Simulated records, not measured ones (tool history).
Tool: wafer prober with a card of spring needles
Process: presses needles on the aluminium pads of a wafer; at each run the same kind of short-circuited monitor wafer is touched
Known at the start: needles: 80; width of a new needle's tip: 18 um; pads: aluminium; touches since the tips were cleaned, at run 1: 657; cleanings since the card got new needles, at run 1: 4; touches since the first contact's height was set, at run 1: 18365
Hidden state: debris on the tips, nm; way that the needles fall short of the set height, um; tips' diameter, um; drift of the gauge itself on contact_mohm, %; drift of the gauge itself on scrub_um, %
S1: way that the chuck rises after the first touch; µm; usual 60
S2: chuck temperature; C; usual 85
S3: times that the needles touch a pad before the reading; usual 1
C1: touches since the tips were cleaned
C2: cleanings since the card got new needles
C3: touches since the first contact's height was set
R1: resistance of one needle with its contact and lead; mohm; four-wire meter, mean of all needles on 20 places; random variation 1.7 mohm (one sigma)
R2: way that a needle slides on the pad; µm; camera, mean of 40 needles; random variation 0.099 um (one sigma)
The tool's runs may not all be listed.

| run | hour | S1 | S2 | S3 | C1 | C2 | C3 | R1 | R2 |
|---|---|---|---|---|---|---|---|---|---|
| 1 | 0 | 60 | 85 | 1 | 657 | 4 | 18365 | 185 | 16.54 |
|  | 7.3 | tips cleaned on abrasive film |
| 2 | 7.3 | 60 | 65 | 1 | 0 | 5 | 22088 | 174 | 16.44 |
|  | 15.8 | tips cleaned on abrasive film |
| 3 | 16.6 | 60 | 65 | 1 | 402 | 6 | 26852 | 179 | 16.31 |
|  | 25.2 | tips cleaned on abrasive film |
| 4 | 27 | 60 | 65 | 2 | 936 | 7 | 32158 | 183 | 16.33 |
|  | 34.3 | tips cleaned on abrasive film |
| 5 | 37 | 60 | 65 | 2 | 1376 | 8 | 37263 | 186 | 16.34 |
|  | 43.2 | tips cleaned on abrasive film |
| 6 | 43.2 | 60 | 65 | 2 | 0 | 9 | 40414 | 173 | 16.48 |
| 7 | 51.1 | 47 | 65 | 2 | 4103 | 9 | 44517 | 207 | 12.76 |
|  | 52.4 | tips cleaned on abrasive film |
|  | 60.9 | tips cleaned on abrasive film |
| 8 | 64 | 60 | 65 | 2 | 1563 | 11 | 51049 | 187 | 16.2 |
|  | 70.4 | tips cleaned on abrasive film |
| 9 | 73.8 | 60 | 65 | 2 | 1721 | 12 | 56066 | 185 | 16.36 |
|  | 79.5 | tips cleaned on abrasive film |
| 10 | 83.8 | 60 | 65 | 2 | 2222 | 13 | 61203 | 187 | 16.33 |
|  | 88.3 | tips cleaned on abrasive film |
| 11 | 93.7 | 43 | 56 | 2 | 2750 | 14 | 66238 | 201 | 11.57 |
|  | 97.9 | tips cleaned on abrasive film |
| 12 | 104 | 41 | 56 | 2 | 3156 | 15 | 71533 | 208 | 10.94 |
|  | 106.6 | tips cleaned on abrasive film |
| 13 | 111.8 | 70 | 31 | 2 | 2671 | 16 | 75496 | 176 | 18.88 |
|  | 115.1 | tips cleaned on abrasive film |
|  | 124.4 | tips cleaned on abrasive film |
| 14 | 126.5 | 52 | 29 | 1 | 1089 | 18 | 82974 | 188 | 13.72 |
|  | 133.1 | tips cleaned on abrasive film |
| 15 | 140.7 | 49 | 39 | 3 | 3935 | 19 | 90288 | 190 | 13.06 |
|  | 141.9 | tips cleaned on abrasive film |
|  | 151 | tips cleaned on abrasive film |
| 16 | 154.7 | 49 | 39 | 3 | 1952 | 21 | 97431 | 186 | 12.83 |
|  | 159.9 | tips cleaned on abrasive film |
|  | 168.3 | tips cleaned on abrasive film |
| 17 | 169.5 | 49 | 114 | 1 | 648 | 23 | 104965 | 204 | 12.74 |

Forecast each of these 3 alternatives for the next run:
|  | 177.8 | tips cleaned on abrasive film |
| A | 177.9 | 60 | 85 | 2 | 63 | 24 | 109241 | ? | ? |
|  | 177.8 | tips cleaned on abrasive film |
| B | 177.9 | 49 | 36 | 1 | 63 | 24 | 109241 | ? | ? |
|  | 177.8 | tips cleaned on abrasive film |
| C | 177.9 | 67 | 73 | 2 | 63 | 24 | 109241 | ? | ? |

| run | R1 | R2 |
|---|---|---|
| A | 179 | 15.82 |
| B | 175 | 12.7 |
| C | 175 | 17.86 |
Without the tool's hidden state the same runs would have given:
| run | R1 | R2 |
|---|---|---|
| A | 176 | 16.55 |
| B | 168 | 13.43 |
| C | 172 | 18.59 |

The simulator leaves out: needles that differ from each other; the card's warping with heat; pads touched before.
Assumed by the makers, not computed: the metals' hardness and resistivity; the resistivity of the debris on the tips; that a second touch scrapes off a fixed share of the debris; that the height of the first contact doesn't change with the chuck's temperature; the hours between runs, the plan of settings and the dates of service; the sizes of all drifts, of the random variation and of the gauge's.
